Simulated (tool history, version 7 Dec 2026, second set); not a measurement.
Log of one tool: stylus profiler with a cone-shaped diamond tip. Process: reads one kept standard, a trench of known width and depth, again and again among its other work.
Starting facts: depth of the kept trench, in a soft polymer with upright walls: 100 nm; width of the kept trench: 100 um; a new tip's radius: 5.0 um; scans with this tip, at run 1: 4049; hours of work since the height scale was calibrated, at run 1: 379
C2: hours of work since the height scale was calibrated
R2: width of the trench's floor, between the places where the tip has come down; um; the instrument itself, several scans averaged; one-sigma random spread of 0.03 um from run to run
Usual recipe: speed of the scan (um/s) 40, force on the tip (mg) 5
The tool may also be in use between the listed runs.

{"run": 1, "day": 0.0, "speed of the scan (um/s)": 40, "force on the tip (mg)": 5, "scans with this tip": 4049, "C2": 379, "depth of the trench (nm)": 102.63, "R2": 97.71}
{"run": 2, "day": 0.462, "speed of the scan (um/s)": 40, "force on the tip (mg)": 5, "scans with this tip": 4123, "C2": 386, "depth of the trench (nm)": 102.61, "R2": 97.67}
{"run": 3, "day": 0.933, "speed of the scan (um/s)": 40, "force on the tip (mg)": 5, "scans with this tip": 4198, "C2": 393, "depth of the trench (nm)": 102.66, "R2": 97.7}
{"run": 4, "day": 1.567, "speed of the scan (um/s)": 40, "force on the tip (mg)": 5, "scans with this tip": 4298, "C2": 402, "depth of the trench (nm)": 102.6, "R2": 97.7}
{"run": 5, "day": 1.862, "speed of the scan (um/s)": 40, "force on the tip (mg)": 5, "scans with this tip": 4345, "C2": 407, "depth of the trench (nm)": 102.6, "R2": 97.7}
{"run": 6, "day": 2.412, "speed of the scan (um/s)": 40, "force on the tip (mg)": 1.71, "scans with this tip": 4433, "C2": 415, "depth of the trench (nm)": 101.21, "R2": 97.55}
{"run": 7, "day": 2.933, "speed of the scan (um/s)": 23, "force on the tip (mg)": 1.71, "scans with this tip": 4516, "C2": 423, "depth of the trench (nm)": 101.24, "R2": 97.66}
{"run": 8, "day": 3.517, "speed of the scan (um/s)": 23, "force on the tip (mg)": 1.71, "scans with this tip": 4608, "C2": 431, "depth of the trench (nm)": 101.2, "R2": 97.61}
{"run": 9, "day": 4.012, "speed of the scan (um/s)": 23, "force on the tip (mg)": 4.46, "scans with this tip": 4687, "C2": 439, "depth of the trench (nm)": 102.42, "R2": 97.66}
{"run": 10, "day": 4.621, "speed of the scan (um/s)": 23, "force on the tip (mg)": 4.46, "scans with this tip": 4783, "C2": 448, "depth of the trench (nm)": 102.42, "R2": 97.64}
{"run": 11, "day": 5.192, "speed of the scan (um/s)": 42, "force on the tip (mg)": 2.91, "scans with this tip": 4874, "C2": 456, "depth of the trench (nm)": 101.77, "R2": 97.69}

What will run 12 give?
{"run": 12, "day": 5.817, "speed of the scan (um/s)": 42, "force on the tip (mg)": 2.91, "scans with this tip": 4973, "C2": 466, "depth of the trench (nm)": "?", "R2": "?"}

For run 12 the tool returned depth of the trench (nm) 101.75, R2 97.62 um.
If the tool had no hidden condition, the same run with the same run-to-run variation would have returned depth of the trench (nm) 101.91, R2 97.94 um.

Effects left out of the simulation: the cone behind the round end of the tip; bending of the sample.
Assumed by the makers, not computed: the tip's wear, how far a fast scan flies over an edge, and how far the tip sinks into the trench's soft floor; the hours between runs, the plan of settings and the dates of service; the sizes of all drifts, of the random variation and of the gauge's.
